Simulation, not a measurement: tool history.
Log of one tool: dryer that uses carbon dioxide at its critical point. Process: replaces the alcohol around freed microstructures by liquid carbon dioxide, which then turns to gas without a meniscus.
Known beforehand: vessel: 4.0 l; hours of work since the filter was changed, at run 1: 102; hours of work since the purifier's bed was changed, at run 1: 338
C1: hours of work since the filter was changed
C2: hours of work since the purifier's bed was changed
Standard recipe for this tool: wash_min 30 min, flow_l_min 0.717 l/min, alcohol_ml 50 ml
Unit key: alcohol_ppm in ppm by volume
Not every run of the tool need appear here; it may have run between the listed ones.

Run 1, day 0.000: usual settings; C1 102; C2 338. Result: alcohol_ppm 229 ppm by volume.
Run 2, day 0.758: usual settings but flow_l_min 1.032 l/min; C1 108; C2 345. Result: alcohol_ppm 132 ppm by volume.
Run 3, day 1.879: usual settings but flow_l_min 1.032 l/min; C1 117; C2 354. Result: alcohol_ppm 128 ppm by volume.
Run 4, day 2.933: usual settings but flow_l_min 1.032 l/min; C1 126; C2 362. Result: alcohol_ppm 125 ppm by volume.
Run 5, day 3.638: usual settings but flow_l_min 1.032 l/min; C1 132; C2 368. Result: alcohol_ppm 129 ppm by volume.
Run 6, day 4.158: usual settings but flow_l_min 1.032 l/min; C1 136; C2 372. Result: alcohol_ppm 146 ppm by volume.
Run 7, day 5.275: usual settings but wash_min 32 min; C1 145; C2 381. Result: alcohol_ppm 214 ppm by volume.
Run 8, day 5.871: usual settings but alcohol_ml 96 ml; C1 150; C2 386. Result: alcohol_ppm 356 ppm by volume.
Run 9, day 6.929: usual settings but alcohol_ml 96 ml; C1 158; C2 395. Result: alcohol_ppm 354 ppm by volume.
Run 10, day 8.096: usual settings but alcohol_ml 96 ml; C1 168; C2 405. Result: alcohol_ppm 360 ppm by volume.
Run 11, day 9.050: usual settings; C1 176; C2 412. Result: alcohol_ppm 250 ppm by volume.
Run 12, day 10.004: usual settings but wash_min 22 min; C1 184; C2 420. Result: alcohol_ppm 554 ppm by volume.
Run 13, day 11.200: usual settings but wash_min 22 min; C1 193; C2 430. Result: alcohol_ppm 579 ppm by volume.
Run 14, day 11.971: usual settings; C1 200; C2 436. Result: alcohol_ppm 268 ppm by volume.
Run 15, day 12.612: usual settings but alcohol_ml 89 ml; C1 205; C2 441. Result: alcohol_ppm 366 ppm by volume.
Run 16, day 13.483: usual settings but alcohol_ml 45 ml; C1 212; C2 449. Result: alcohol_ppm 250 ppm by volume.
Run 17, day 14.025: usual settings but wash_min 20 min, flow_l_min 0.790 l/min; C1 216; C2 453. Result: alcohol_ppm 583 ppm by volume.
Run 18, day 15.042: usual settings but wash_min 26 min, flow_l_min 0.881 l/min, alcohol_ml 107 ml; C1 225; C2 461. Result: alcohol_ppm 364 ppm by volume.
Run 19, day 16.158: usual settings but wash_min 21 min, flow_l_min 0.826 l/min; C1 234; C2 470. Result: alcohol_ppm 480 ppm by volume.
Run 20, day 16.933: usual settings but alcohol_ml 41 ml; C1 240; C2 477. Result: alcohol_ppm 261 ppm by volume.

Expected results for the next run?
Run 21, day 17.667: usual settings but alcohol_ml 41 ml; C1 246; C2 483. Result: alcohol_ppm ?.

Run 21 gave alcohol_ppm 267 ppm by volume.
Without the tool's hidden state the same run would have given alcohol_ppm 89 ppm by volume.

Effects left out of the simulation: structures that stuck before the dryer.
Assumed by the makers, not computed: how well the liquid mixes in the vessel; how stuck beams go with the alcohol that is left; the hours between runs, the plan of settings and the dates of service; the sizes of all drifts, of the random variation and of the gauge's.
